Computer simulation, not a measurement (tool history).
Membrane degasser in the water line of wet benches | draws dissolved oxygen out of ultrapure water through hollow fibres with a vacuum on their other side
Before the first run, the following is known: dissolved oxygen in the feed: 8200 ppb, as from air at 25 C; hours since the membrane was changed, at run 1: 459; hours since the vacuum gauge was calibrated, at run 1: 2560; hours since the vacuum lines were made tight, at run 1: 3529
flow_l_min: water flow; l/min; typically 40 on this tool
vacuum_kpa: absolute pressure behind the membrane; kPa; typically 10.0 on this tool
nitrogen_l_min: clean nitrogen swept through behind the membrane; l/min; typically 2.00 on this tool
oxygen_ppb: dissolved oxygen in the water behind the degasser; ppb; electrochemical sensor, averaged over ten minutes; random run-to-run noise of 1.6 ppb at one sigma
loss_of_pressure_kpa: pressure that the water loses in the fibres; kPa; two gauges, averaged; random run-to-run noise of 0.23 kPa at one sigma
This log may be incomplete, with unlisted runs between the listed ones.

| run | hour | flow_l_min | vacuum_kpa | nitrogen_l_min | hours since the membrane was changed | hours since the vacuum gauge was calibrated | hours since the vacuum lines were made tight | oxygen_ppb | loss_of_pressure_kpa |
|---|---|---|---|---|---|---|---|---|---|
| 1 | 0.0 | 40 | 10.0 | 2.00 | 459 | 2560 | 3529 | 327.5 | 58.34 |
| 2 | 98.0 | 40 | 10.0 | 2.00 | 557 | 2658 | 3627 | 327.4 | 58.42 |
| 3 | 200.1 | 40 | 10.0 | 2.00 | 659 | 2760 | 3729 | 326.9 | 58.26 |
| 4 | 319.3 | 40 | 10.0 | 2.00 | 778 | 2879 | 3848 | 329.2 | 58.49 |
| 5 | 372.2 | 40 | 10.0 | 2.00 | 831 | 2932 | 3901 | 328.4 | 58.78 |
| 6 | 464.8 | 40 | 10.0 | 4.19 | 923 | 3024 | 3994 | 183.4 | 58.72 |
| 7 | 581.6 | 40 | 10.0 | 4.19 | 1040 | 3141 | 4111 | 184.5 | 58.84 |
| 8 | 665.9 | 47 | 19.1 | 5.70 | 1124 | 3225 | 4195 | 354.3 | 69.18 |

Run 9 is up next; what results do you expect?
| 9 | 772.0 | 40 | 17.8 | 2.03 | 1231 | 3332 | 4301 | ? | ? |

{"run 9": {"oxygen_ppb": 638.8, "loss_of_pressure_kpa": 58.97}}
Minus the tool's unlogged condition, the same run would have read oxygen_ppb 625.0 ppb, loss_of_pressure_kpa 58.03 kPa.

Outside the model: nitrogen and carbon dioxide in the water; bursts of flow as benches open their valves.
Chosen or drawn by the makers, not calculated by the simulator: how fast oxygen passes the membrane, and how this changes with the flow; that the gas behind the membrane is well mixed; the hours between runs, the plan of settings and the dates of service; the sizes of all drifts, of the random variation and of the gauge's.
